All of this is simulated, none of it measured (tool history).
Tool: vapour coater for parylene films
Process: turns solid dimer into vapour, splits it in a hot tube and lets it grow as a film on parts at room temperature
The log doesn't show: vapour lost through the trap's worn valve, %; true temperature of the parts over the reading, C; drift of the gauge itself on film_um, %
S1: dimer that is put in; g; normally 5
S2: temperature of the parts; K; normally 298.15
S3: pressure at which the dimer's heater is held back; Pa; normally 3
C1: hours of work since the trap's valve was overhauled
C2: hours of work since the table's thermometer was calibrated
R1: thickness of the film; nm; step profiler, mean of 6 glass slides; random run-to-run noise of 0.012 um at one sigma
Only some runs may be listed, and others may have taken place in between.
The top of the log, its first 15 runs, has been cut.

{"run": 16, "day": 31.8, "S1": 7, "S2": 291.15, "S3": 3, "C1": 177, "C2": 491, "R1": 5020}
{"run": 17, "day": 34.654, "S1": 7, "S2": 291.15, "S3": 3, "C1": 218, "C2": 533, "R1": 4970}
{"run": 18, "day": 37.033, "S1": 5, "S2": 298.15, "S3": 7.19, "C1": 253, "C2": 567, "R1": 2680}
{"day": 39.175, "done": "trap's valve overhauled"}
{"run": 19, "day": 40.333, "S1": 5, "S2": 298.15, "S3": 7.19, "C1": 17, "C2": 612, "R1": 2810}
{"run": 20, "day": 41.95, "S1": 5, "S2": 298.15, "S3": 7.19, "C1": 40, "C2": 636, "R1": 2780}
{"run": 21, "day": 45.008, "S1": 5, "S2": 298.15, "S3": 7.19, "C1": 85, "C2": 680, "R1": 2770}
{"run": 22, "day": 47.321, "S1": 5, "S2": 298.15, "S3": 2.54, "C1": 118, "C2": 714, "R1": 2930}
{"run": 23, "day": 49.033, "S1": 5, "S2": 299.15, "S3": 2.93, "C1": 143, "C2": 739, "R1": 2750}
{"run": 24, "day": 51.779, "S1": 5, "S2": 299.15, "S3": 2.93, "C1": 183, "C2": 778, "R1": 2730}
{"run": 25, "day": 54.038, "S1": 5, "S2": 299.15, "S3": 2.93, "C1": 215, "C2": 811, "R1": 2720}
{"run": 26, "day": 56.029, "S1": 5, "S2": 299.15, "S3": 2.93, "C1": 244, "C2": 840, "R1": 2710}
{"run": 27, "day": 58.342, "S1": 5, "S2": 299.15, "S3": 2.93, "C1": 278, "C2": 873, "R1": 2690}
{"day": 58.775, "done": "trap's valve overhauled"}
{"day": 58.817, "done": "table's thermometer calibrated"}
{"run": 28, "day": 61.225, "S1": 5, "S2": 305.15, "S3": 4.51, "C1": 35, "C2": 35, "R1": 2150}
{"run": 29, "day": 64.242, "S1": 3, "S2": 303.15, "S3": 6.75, "C1": 79, "C2": 79, "R1": 1340}
{"run": 30, "day": 66.558, "S1": 5, "S2": 308.15, "S3": 3, "C1": 112, "C2": 112, "R1": 1870}
{"run": 31, "day": 69.712, "S1": 5, "S2": 308.15, "S3": 3, "C1": 158, "C2": 158, "R1": 1860}
{"run": 32, "day": 71.646, "S1": 5, "S2": 308.15, "S3": 3, "C1": 186, "C2": 186, "R1": 1860}

Run 33, settings as shown, results not yet in. Your forecast:
{"run": 33, "day": 74.471, "S1": 4, "S2": 298.15, "S3": 3, "C1": 227, "C2": 227, "R1": "?"}

R1: 2330 nm
If the tool had no hidden condition, the same run with the same run-to-run variation would have returned R1 2480 nm.
